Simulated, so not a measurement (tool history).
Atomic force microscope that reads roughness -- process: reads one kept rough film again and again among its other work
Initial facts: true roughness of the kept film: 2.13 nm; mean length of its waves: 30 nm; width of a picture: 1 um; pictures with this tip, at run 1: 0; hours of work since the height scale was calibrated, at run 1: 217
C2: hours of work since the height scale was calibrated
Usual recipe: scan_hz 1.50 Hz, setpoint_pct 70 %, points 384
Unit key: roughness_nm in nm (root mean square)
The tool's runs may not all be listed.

Run 1, hour 0.0: usual settings; pictures with this tip 0; C2 217. Result: roughness_nm 1.843 nm (root mean square).
Run 2, hour 54.2: usual settings; pictures with this tip 85; C2 244. Result: roughness_nm 1.838 nm (root mean square).
Run 3, hour 77.3: usual settings but setpoint_pct 86 %; pictures with this tip 122; C2 255. Result: roughness_nm 1.663 nm (root mean square).
Run 4, hour 115.9: usual settings but setpoint_pct 86 %; pictures with this tip 182; C2 274. Result: roughness_nm 1.655 nm (root mean square).
At hour 165.7: new tip fitted.
Run 5, hour 169.1: usual settings; pictures with this tip 5; C2 300. Result: roughness_nm 1.841 nm (root mean square).
Run 6, hour 209.3: usual settings but points 337; pictures with this tip 69; C2 320. Result: roughness_nm 1.842 nm (root mean square).
Run 7, hour 236.9: usual settings but points 389; pictures with this tip 112; C2 333. Result: roughness_nm 1.842 nm (root mean square).
Run 8, hour 275.6: usual settings but scan_hz 2.26 Hz; pictures with this tip 173; C2 352. Result: roughness_nm 1.758 nm (root mean square).
Run 9, hour 310.0: usual settings but scan_hz 0.99 Hz, points 706; pictures with this tip 227; C2 369. Result: roughness_nm 1.908 nm (root mean square).
At hour 331.9: new tip fitted.
Run 10, hour 349.8: usual settings but scan_hz 0.99 Hz, points 706; pictures with this tip 28; C2 388. Result: roughness_nm 1.896 nm (root mean square).
Run 11, hour 400.0: usual settings but scan_hz 0.99 Hz, points 706; pictures with this tip 107; C2 413. Result: roughness_nm 1.924 nm (root mean square).
Run 12, hour 429.0: usual settings but scan_hz 0.99 Hz, setpoint_pct 73 %, points 706; pictures with this tip 153; C2 427. Result: roughness_nm 1.892 nm (root mean square).
Run 13, hour 454.1: usual settings but scan_hz 1.38 Hz, setpoint_pct 73 %, points 706; pictures with this tip 192; C2 440. Result: roughness_nm 1.818 nm (root mean square).
Run 14, hour 489.9: usual settings but scan_hz 1.38 Hz, setpoint_pct 73 %, points 706; pictures with this tip 249; C2 457. Result: roughness_nm 1.836 nm (root mean square).
At hour 498.1: new tip fitted.
Run 15, hour 532.9: usual settings but scan_hz 1.38 Hz, setpoint_pct 73 %, points 706; pictures with this tip 54; C2 478. Result: roughness_nm 1.840 nm (root mean square).
Run 16, hour 555.7: usual settings but scan_hz 1.38 Hz, setpoint_pct 73 %, points 706; pictures with this tip 90; C2 489. Result: roughness_nm 1.834 nm (root mean square).

5 options for the next run, each taken on its own from the tool as it stands now. Forecast them:
Run A, hour 584.4: usual settings but scan_hz 0.63 Hz, setpoint_pct 73 %, points 706; pictures with this tip 136; C2 503. Result: roughness_nm ?.
Run B, hour 584.4: usual settings but scan_hz 0.63 Hz, setpoint_pct 73 %, points 285; pictures with this tip 136; C2 503. Result: roughness_nm ?.
Run C, hour 584.4: usual settings but scan_hz 0.74 Hz, setpoint_pct 57 %, points 377; pictures with this tip 136; C2 503. Result: roughness_nm ?.
Run D, hour 584.4: usual settings but scan_hz 1.15 Hz, setpoint_pct 65 %, points 283; pictures with this tip 136; C2 503. Result: roughness_nm ?.
Run E, hour 584.4: usual settings but scan_hz 1.38 Hz, setpoint_pct 73 %, points 928; pictures with this tip 136; C2 503. Result: roughness_nm ?.

run  roughness_nm
  A         1.943
  B         1.915
  C         1.977
  D         1.898
  E         1.844
What these runs would have given with no unlogged condition in the tool:
run  roughness_nm
  A         1.948
  B         1.920
  C         1.983
  D         1.904
  E         1.849

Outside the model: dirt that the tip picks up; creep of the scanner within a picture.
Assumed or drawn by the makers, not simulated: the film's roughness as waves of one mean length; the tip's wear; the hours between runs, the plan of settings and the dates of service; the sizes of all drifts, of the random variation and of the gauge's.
